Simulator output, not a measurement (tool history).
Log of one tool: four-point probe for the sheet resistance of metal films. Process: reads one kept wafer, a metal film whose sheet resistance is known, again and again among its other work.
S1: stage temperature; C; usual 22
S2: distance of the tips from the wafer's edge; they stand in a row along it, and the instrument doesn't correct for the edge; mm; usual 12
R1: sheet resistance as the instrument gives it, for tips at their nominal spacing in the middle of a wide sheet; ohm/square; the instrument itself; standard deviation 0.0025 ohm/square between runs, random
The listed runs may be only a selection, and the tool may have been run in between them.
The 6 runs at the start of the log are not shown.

Run 7, day 20.883: usual settings but S2 4 mm. Result: R1 12.558767 ohm/square.
Run 8, day 23.421: usual settings but S2 4 mm. Result: R1 12.557614 ohm/square.
Run 9, day 25.862: usual settings but S2 15 mm. Result: R1 12.395916 ohm/square.
Run 10, day 29.488: usual settings but S2 42 mm. Result: R1 12.379980 ohm/square.
Run 11, day 34.096: usual settings but S2 60 mm. Result: R1 12.375914 ohm/square.
Run 12, day 37.400: usual settings but S2 60 mm. Result: R1 12.368553 ohm/square.
Run 13, day 40.921: usual settings. Result: R1 12.381156 ohm/square.
Run 14, day 42.996: usual settings. Result: R1 12.378254 ohm/square.
Run 15, day 45.500: usual settings. Result: R1 12.377901 ohm/square.
At day 46.183: new probe head fitted.
Run 16, day 49.600: usual settings. Result: R1 12.527625 ohm/square.
Run 17, day 53.029: usual settings but S1 19 C. Result: R1 12.551769 ohm/square.
Run 18, day 56.654: usual settings but S1 19 C. Result: R1 12.545836 ohm/square.
Run 19, day 59.567: usual settings but S1 19 C. Result: R1 12.542326 ohm/square.
Run 20, day 61.867: usual settings but S1 19 C. Result: R1 12.540965 ohm/square.
Run 21, day 66.050: usual settings. Result: R1 12.504472 ohm/square.
Run 22, day 68.238: usual settings but S2 14 mm. Result: R1 12.499390 ohm/square.
Run 23, day 71.525: usual settings but S1 23 C, S2 20 mm. Result: R1 12.479731 ohm/square.
Run 24, day 73.838: usual settings but S1 21 C, S2 32 mm. Result: R1 12.491937 ohm/square.
Run 25, day 76.283: usual settings but S1 20 C, S2 4 mm. Result: R1 12.662017 ohm/square.
At day 76.612: stage's thermometer calibrated.
Run 26, day 79.858: usual settings but S1 20 C, S2 27 mm. Result: R1 12.492433 ohm/square.

Expected results for the next run?
Run 27, day 83.062: usual settings but S1 18 C, S2 15 mm. Result: R1 ?.

R1: 12.514846 ohm/square
Had the tool carried no hidden state, the very same run would have given R1 12.573289 ohm/square.
